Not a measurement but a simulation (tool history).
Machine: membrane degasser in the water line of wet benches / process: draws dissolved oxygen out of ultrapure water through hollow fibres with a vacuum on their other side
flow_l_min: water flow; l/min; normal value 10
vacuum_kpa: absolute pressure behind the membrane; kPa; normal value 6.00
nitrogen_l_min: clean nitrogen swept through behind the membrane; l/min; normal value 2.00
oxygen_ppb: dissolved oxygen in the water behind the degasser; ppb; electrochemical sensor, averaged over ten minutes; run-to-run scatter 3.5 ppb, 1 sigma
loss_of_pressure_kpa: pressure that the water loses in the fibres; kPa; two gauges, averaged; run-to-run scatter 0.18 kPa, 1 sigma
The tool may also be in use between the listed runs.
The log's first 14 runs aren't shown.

run	day	flow_l_min	vacuum_kpa	nitrogen_l_min	hours since the membrane was changed	hours since the vacuum gauge was calibrated	hours since the vacuum lines were made tight	oxygen_ppb	loss_of_pressure_kpa
15	45.475	10	6.00	2.00	3821	3821	1006	356.2	34.50
16	49.946	10	6.00	2.00	3928	3928	1113	354.9	34.44
17	52.646	10	6.00	1.34	3993	3993	1178	367.6	34.61
18	55.054	10	14.54	3.43	4051	4051	1236	392.5	34.69
19	58.829	10	14.54	3.43	4142	4142	1326	389.4	34.37
20	62.721	10	14.54	3.43	4235	4235	1420	398.6	34.89
21	66.808	15	6.00	2.00	4333	4333	1518	540.8	52.38
22	69.771	14	3.97	5.65	4404	4404	1589	468.3	48.46
23	72.400	13	6.70	1.80	4467	4467	1652	478.6	45.21
24	75.396	12	6.08	0.95	4539	4539	1724	465.8	41.51
25	79.958	12	6.08	0.95	4649	4649	1834	476.2	41.50
# day 83.617: vacuum gauge calibrated
26	84.483	9	11.43	3.44	4757	21	1942	333.3	31.28
27	88.908	11	11.43	4.56	4863	127	2048	401.6	37.77
28	93.950	11	11.43	4.56	4984	248	2169	400.1	37.86
29	98.500	11	11.43	4.56	5093	357	2278	391.7	38.09
30	101.429	9	10.89	2.63	5163	427	2348	347.4	31.13
31	106.196	7	8.39	3.19	5278	542	2463	234.0	24.56
32	108.467	11	5.15	2.28	5332	596	2517	382.5	38.54

Branching from run 32: 4 alternative next runs. What would each branch give?
A	110.854	6	8.04	1.02	5390	654	2575	?	?
B	110.854	15	6.00	1.03	5390	654	2575	?	?
C	110.854	11	5.15	3.15	5390	654	2575	?	?
D	110.854	10	11.43	2.35	5390	654	2575	?	?

run	oxygen_ppb	loss_of_pressure_kpa
A	234.0	20.99
B	574.9	52.12
C	369.7	38.31
D	401.2	34.59
What these runs would have given with no unlogged condition in the tool:
run	oxygen_ppb	loss_of_pressure_kpa
A	233.8	20.98
B	574.5	52.11
C	369.3	38.30
D	400.9	34.58

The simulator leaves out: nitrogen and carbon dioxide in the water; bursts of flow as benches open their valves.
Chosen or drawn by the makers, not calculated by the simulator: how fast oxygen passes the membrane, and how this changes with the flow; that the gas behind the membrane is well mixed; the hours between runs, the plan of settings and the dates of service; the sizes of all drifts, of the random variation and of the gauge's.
